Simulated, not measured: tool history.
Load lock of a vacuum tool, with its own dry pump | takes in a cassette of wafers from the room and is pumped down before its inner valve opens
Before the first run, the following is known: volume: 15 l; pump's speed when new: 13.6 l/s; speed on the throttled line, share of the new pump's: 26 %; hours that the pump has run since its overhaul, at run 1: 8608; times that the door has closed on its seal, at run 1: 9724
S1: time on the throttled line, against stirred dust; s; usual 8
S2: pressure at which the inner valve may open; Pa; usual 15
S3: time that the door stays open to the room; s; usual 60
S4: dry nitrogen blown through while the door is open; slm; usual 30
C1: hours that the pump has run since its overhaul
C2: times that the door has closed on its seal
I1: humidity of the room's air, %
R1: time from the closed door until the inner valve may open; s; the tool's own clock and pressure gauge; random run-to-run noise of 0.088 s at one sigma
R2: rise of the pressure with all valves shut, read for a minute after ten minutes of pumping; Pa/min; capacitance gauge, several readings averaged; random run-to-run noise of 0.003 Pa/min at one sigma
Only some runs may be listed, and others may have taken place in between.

Run 1, hour 0.0: usual settings; C1 8608; C2 9724; I1 45.2. Result: R1 16.97 s, R2 0.062 Pa/min.
Run 2, hour 92.9: usual settings; C1 8701; C2 9964; I1 43.1. Result: R1 17.04 s, R2 0.065 Pa/min.
Run 3, hour 135.2: usual settings; C1 8743; C2 10074; I1 41.4. Result: R1 17.09 s, R2 0.064 Pa/min.
Run 4, hour 225.4: usual settings; C1 8833; C2 10308; I1 45.5. Result: R1 17.08 s, R2 0.071 Pa/min.
Run 5, hour 321.9: usual settings; C1 8930; C2 10558; I1 47.3. Result: R1 17.00 s, R2 0.066 Pa/min.
Run 6, hour 383.3: usual settings; C1 8991; C2 10717; I1 44.5. Result: R1 16.96 s, R2 0.070 Pa/min.
Run 7, hour 456.2: usual settings; C1 9064; C2 10906; I1 45.0. Result: R1 17.04 s, R2 0.064 Pa/min.
Run 8, hour 546.3: usual settings but S3 129 s; C1 9154; C2 11140; I1 45.0. Result: R1 17.09 s, R2 0.083 Pa/min.
Run 9, hour 622.4: usual settings but S3 129 s; C1 9230; C2 11337; I1 46.0. Result: R1 17.03 s, R2 0.075 Pa/min.
Run 10, hour 716.8: usual settings but S1 10 s; C1 9325; C2 11582; I1 42.3. Result: R1 18.55 s, R2 0.074 Pa/min.
Run 11, hour 789.0: usual settings but S1 10 s; C1 9397; C2 11769; I1 46.5. Result: R1 18.38 s, R2 0.071 Pa/min.
Run 12, hour 848.9: usual settings but S1 14 s; C1 9457; C2 11924; I1 45.8. Result: R1 21.21 s, R2 0.072 Pa/min.
Run 13, hour 908.7: usual settings but S1 14 s; C1 9517; C2 12079; I1 47.6. Result: R1 21.35 s, R2 0.076 Pa/min.
Run 14, hour 964.4: usual settings but S3 97 s, S4 6 slm; C1 9572; C2 12223; I1 46.1. Result: R1 17.10 s, R2 0.117 Pa/min.
Run 15, hour 1015.3: usual settings but S3 97 s, S4 6 slm; C1 9623; C2 12355; I1 43.0. Result: R1 17.09 s, R2 0.109 Pa/min.
Run 16, hour 1096.8: usual settings but S3 101 s, S4 6 slm; C1 9705; C2 12566; I1 41.2. Result: R1 17.21 s, R2 0.109 Pa/min.
Run 17, hour 1168.0: usual settings but S1 15 s, S2 11 Pa, S3 43 s, S4 6 slm; C1 9776; C2 12751; I1 42.4. Result: R1 22.47 s, R2 0.089 Pa/min.
Run 18, hour 1238.7: usual settings but S1 5 s, S2 11 Pa, S3 43 s, S4 6 slm; C1 9847; C2 12934; I1 47.5. Result: R1 15.47 s, R2 0.098 Pa/min.
Run 19, hour 1323.7: usual settings but S1 9 s, S2 16 Pa, S3 90 s, S4 39 slm; C1 9932; C2 13155; I1 44.9. Result: R1 17.63 s, R2 0.084 Pa/min.
Run 20, hour 1408.5: usual settings but S2 29 Pa, S3 33 s; C1 10016; C2 13374; I1 46.6. Result: R1 16.14 s, R2 0.073 Pa/min.
Run 21, hour 1502.4: usual settings but S2 29 Pa, S3 33 s; C1 10110; C2 13618; I1 43.8. Result: R1 16.49 s, R2 0.076 Pa/min.
Run 22, hour 1562.0: usual settings but S2 28 Pa, S3 32 s, S4 33 slm; C1 10170; C2 13772; I1 47.2. Result: R1 16.44 s, R2 0.078 Pa/min.
Run 23, hour 1641.8: usual settings but S2 28 Pa, S3 229 s, S4 42 slm; C1 10250; C2 13979; I1 43.8. Result: R1 16.43 s, R2 0.105 Pa/min.
Run 24, hour 1734.7: usual settings but S2 28 Pa, S3 62 s, S4 11 slm; C1 10343; C2 14220; I1 46.2. Result: R1 16.38 s, R2 0.102 Pa/min.
Run 25, hour 1789.3: usual settings but S1 15 s, S2 11 Pa, S4 9 slm; C1 10397; C2 14361; I1 47.5. Result: R1 22.34 s, R2 0.111 Pa/min.

Same runs, no hidden state in the tool, same run-to-run variation:
The hidden state here: pump's speed, % of a new pump's; leak at the door's seal, Pa l/s; drift of the gauge itself on ready_s, %; drift of the gauge itself on rise_pa_min, %.
run     R1     R2
  1  15.74  0.029
  2  15.77  0.029
  3  15.81  0.028
  4  15.79  0.034
  5  15.69  0.028
  6  15.64  0.032
  7  15.70  0.025
  8  15.73  0.043
  9  15.67  0.034
 10  17.26  0.032
 11  17.08  0.027
 12  20.09  0.027
 13  20.22  0.031
 14  15.68  0.071
 15  15.65  0.063
 16  15.75  0.061
 17  21.31  0.041
 18  13.80  0.047
 19  16.23  0.032
 20  14.80  0.022
 21  15.13  0.023
 22  15.07  0.023
 23  15.04  0.049
 24  14.98  0.046
 25  21.09  0.054

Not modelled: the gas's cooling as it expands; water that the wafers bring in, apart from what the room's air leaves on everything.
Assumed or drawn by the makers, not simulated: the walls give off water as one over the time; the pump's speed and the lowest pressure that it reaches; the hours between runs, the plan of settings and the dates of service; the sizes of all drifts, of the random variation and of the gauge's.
